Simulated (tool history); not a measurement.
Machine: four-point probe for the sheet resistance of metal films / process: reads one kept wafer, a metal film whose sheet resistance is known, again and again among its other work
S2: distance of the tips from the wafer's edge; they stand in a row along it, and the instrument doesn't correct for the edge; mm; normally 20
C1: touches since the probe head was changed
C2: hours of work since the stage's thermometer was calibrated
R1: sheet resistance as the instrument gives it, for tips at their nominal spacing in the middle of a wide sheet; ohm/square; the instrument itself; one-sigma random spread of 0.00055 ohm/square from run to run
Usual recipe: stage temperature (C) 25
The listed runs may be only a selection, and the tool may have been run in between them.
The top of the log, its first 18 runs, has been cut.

Run 19, day 14.392: usual settings but S2 27 mm; C1 48118; C2 1429. Result: R1 2.783648 ohm/square.
Run 20, day 15.283: usual settings but S2 27 mm; C1 48853; C2 1446. Result: R1 2.784498 ohm/square.
Run 21, day 16.012: usual settings but stage temperature (C) 24, S2 9 mm; C1 49455; C2 1459. Result: R1 2.806274 ohm/square.
Run 22, day 16.712: usual settings but stage temperature (C) 29, S2 14 mm; C1 50032; C2 1473. Result: R1 2.803976 ohm/square.
Run 23, day 17.258: usual settings but stage temperature (C) 32, S2 21 mm; C1 50483; C2 1483. Result: R1 2.805965 ohm/square.
Run 24, day 18.329: usual settings but stage temperature (C) 32, S2 18 mm; C1 51367; C2 1504. Result: R1 2.807234 ohm/square.
Run 25, day 19.429: usual settings but stage temperature (C) 32, S2 18 mm; C1 52275; C2 1524. Result: R1 2.807487 ohm/square.
Run 26, day 19.971: usual settings but stage temperature (C) 32, S2 18 mm; C1 52722; C2 1535. Result: R1 2.807628 ohm/square.
Run 27, day 20.958: usual settings but stage temperature (C) 34, S2 18 mm; C1 53536; C2 1553. Result: R1 2.812994 ohm/square.
Run 28, day 22.071: usual settings but stage temperature (C) 31, S2 4 mm; C1 54453; C2 1575. Result: R1 2.941153 ohm/square.
Run 29, day 23.171: usual settings but stage temperature (C) 31, S2 4 mm; C1 55361; C2 1595. Result: R1 2.940918 ohm/square.
Run 30, day 23.875: usual settings but stage temperature (C) 22, S2 43 mm; C1 55942; C2 1609. Result: R1 2.775796 ohm/square.
Run 31, day 24.512: usual settings but stage temperature (C) 22, S2 43 mm; C1 56466; C2 1621. Result: R1 2.776657 ohm/square.
Run 32, day 25.329: usual settings but stage temperature (C) 20, S2 43 mm; C1 57141; C2 1636. Result: R1 2.770158 ohm/square.
Run 33, day 25.996: usual settings but stage temperature (C) 27, S2 23 mm; C1 57692; C2 1649. Result: R1 2.792525 ohm/square.
Run 34, day 27.088: usual settings but stage temperature (C) 32, S2 67 mm; C1 58593; C2 1670. Result: R1 2.801002 ohm/square.
At day 27.933: stage's thermometer calibrated.
Run 35, day 27.992: usual settings but stage temperature (C) 32, S2 67 mm; C1 59321; C2 1. Result: R1 2.800722 ohm/square.
Run 36, day 28.729: usual settings but stage temperature (C) 32, S2 67 mm; C1 59928; C2 15. Result: R1 2.799861 ohm/square.
Run 37, day 29.608: usual settings but stage temperature (C) 32, S2 67 mm; C1 60655; C2 32. Result: R1 2.800322 ohm/square.
Run 38, day 30.85: usual settings but stage temperature (C) 29, S2 49 mm; C1 61681; C2 55. Result: R1 2.793002 ohm/square.
Run 39, day 31.754: usual settings but stage temperature (C) 33; C1 62424; C2 73. Result: R1 2.808239 ohm/square.
Run 40, day 32.517: usual settings but stage temperature (C) 33, S2 47 mm; C1 63054; C2 87. Result: R1 2.803873 ohm/square.

5 options for the next run, each taken on its own from the tool as it stands now. Forecast them:
Run A, day 33.538: usual settings but stage temperature (C) 29, S2 47 mm; C1 63896; C2 106. Result: R1 ?.
Run B, day 33.538: usual settings; C1 63896; C2 106. Result: R1 ?.
Run C, day 33.538: usual settings but stage temperature (C) 30, S2 24 mm; C1 63896; C2 106. Result: R1 ?.
Run D, day 33.538: usual settings but stage temperature (C) 34, S2 5 mm; C1 63896; C2 106. Result: R1 ?.
Run E, day 33.538: usual settings but stage temperature (C) 31, S2 32 mm; C1 63896; C2 106. Result: R1 ?.

run        R1
  A   2.79307
  B   2.78721
  C  2.798818
  D  2.899943
  E  2.799834
Take away the tool's hidden state, keep each run's random variation, and the runs would have read:
run        R1
  A   2.76243
  B  2.756624
  C   2.76812
  D   2.86823
  E  2.769128
